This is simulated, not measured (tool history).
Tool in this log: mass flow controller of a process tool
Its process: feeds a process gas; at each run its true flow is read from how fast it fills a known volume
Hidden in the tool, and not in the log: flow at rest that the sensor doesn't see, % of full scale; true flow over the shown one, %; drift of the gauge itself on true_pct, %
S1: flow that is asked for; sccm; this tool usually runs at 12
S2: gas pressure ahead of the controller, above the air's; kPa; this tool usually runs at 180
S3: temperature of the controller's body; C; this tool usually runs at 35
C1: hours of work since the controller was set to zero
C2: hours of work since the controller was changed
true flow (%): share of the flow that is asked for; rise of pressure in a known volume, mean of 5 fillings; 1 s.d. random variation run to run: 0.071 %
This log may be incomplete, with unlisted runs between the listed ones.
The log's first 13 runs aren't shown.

{"run": 14, "day": 126.146, "S1": 12, "S2": 180, "S3": 35, "C1": 2057, "C2": 2057, "true flow (%)": 101.26}
{"run": 15, "day": 133.658, "S1": 12, "S2": 180, "S3": 35, "C1": 2134, "C2": 2134, "true flow (%)": 101.47}
{"run": 16, "day": 141.946, "S1": 12, "S2": 180, "S3": 35, "C1": 2219, "C2": 2219, "true flow (%)": 101.48}
{"run": 17, "day": 149.988, "S1": 13, "S2": 180, "S3": 35, "C1": 2302, "C2": 2302, "true flow (%)": 101.62}
{"day": 151.038, "done": "controller's zero set anew"}
{"run": 18, "day": 157.388, "S1": 13, "S2": 180, "S3": 35, "C1": 65, "C2": 2378, "true flow (%)": 102.11}
{"run": 19, "day": 165.7, "S1": 12, "S2": 196, "S3": 35, "C1": 150, "C2": 2463, "true flow (%)": 102.01}
{"run": 20, "day": 170.958, "S1": 12, "S2": 180, "S3": 35, "C1": 204, "C2": 2517, "true flow (%)": 102.18}
{"run": 21, "day": 180.242, "S1": 12, "S2": 180, "S3": 40, "C1": 300, "C2": 2612, "true flow (%)": 102.71}
{"run": 22, "day": 189.208, "S1": 12, "S2": 180, "S3": 40, "C1": 392, "C2": 2704, "true flow (%)": 102.78}
{"day": 194.854, "done": "controller's zero set anew, once more"}
{"run": 23, "day": 201.742, "S1": 12, "S2": 148, "S3": 35, "C1": 71, "C2": 2832, "true flow (%)": 101.31}
{"run": 24, "day": 210.096, "S1": 7, "S2": 140, "S3": 39, "C1": 156, "C2": 2918, "true flow (%)": 101.03}
{"run": 25, "day": 217.7, "S1": 3, "S2": 195, "S3": 23, "C1": 234, "C2": 2996, "true flow (%)": 98.83}
{"run": 26, "day": 228.662, "S1": 3, "S2": 195, "S3": 23, "C1": 347, "C2": 3108, "true flow (%)": 99.09}
{"run": 27, "day": 240.1, "S1": 7, "S2": 180, "S3": 35, "C1": 464, "C2": 3226, "true flow (%)": 100.76}
{"run": 28, "day": 252.567, "S1": 3, "S2": 180, "S3": 27, "C1": 592, "C2": 3354, "true flow (%)": 99.9}
{"run": 29, "day": 261.583, "S1": 3, "S2": 180, "S3": 27, "C1": 684, "C2": 3446, "true flow (%)": 100.03}
{"run": 30, "day": 273.579, "S1": 3, "S2": 180, "S3": 27, "C1": 808, "C2": 3569, "true flow (%)": 100.27}
{"run": 31, "day": 281.292, "S1": 4, "S2": 180, "S3": 27, "C1": 887, "C2": 3648, "true flow (%)": 100.19}

For run 32, what comes out?
{"run": 32, "day": 291.517, "S1": 4, "S2": 266, "S3": 38, "C1": 992, "C2": 3753, "true flow (%)": "?"}

Run 32 came out at true flow (%) 100.92.
With no hidden state in the tool, this same run would have given true flow (%) 98.01.
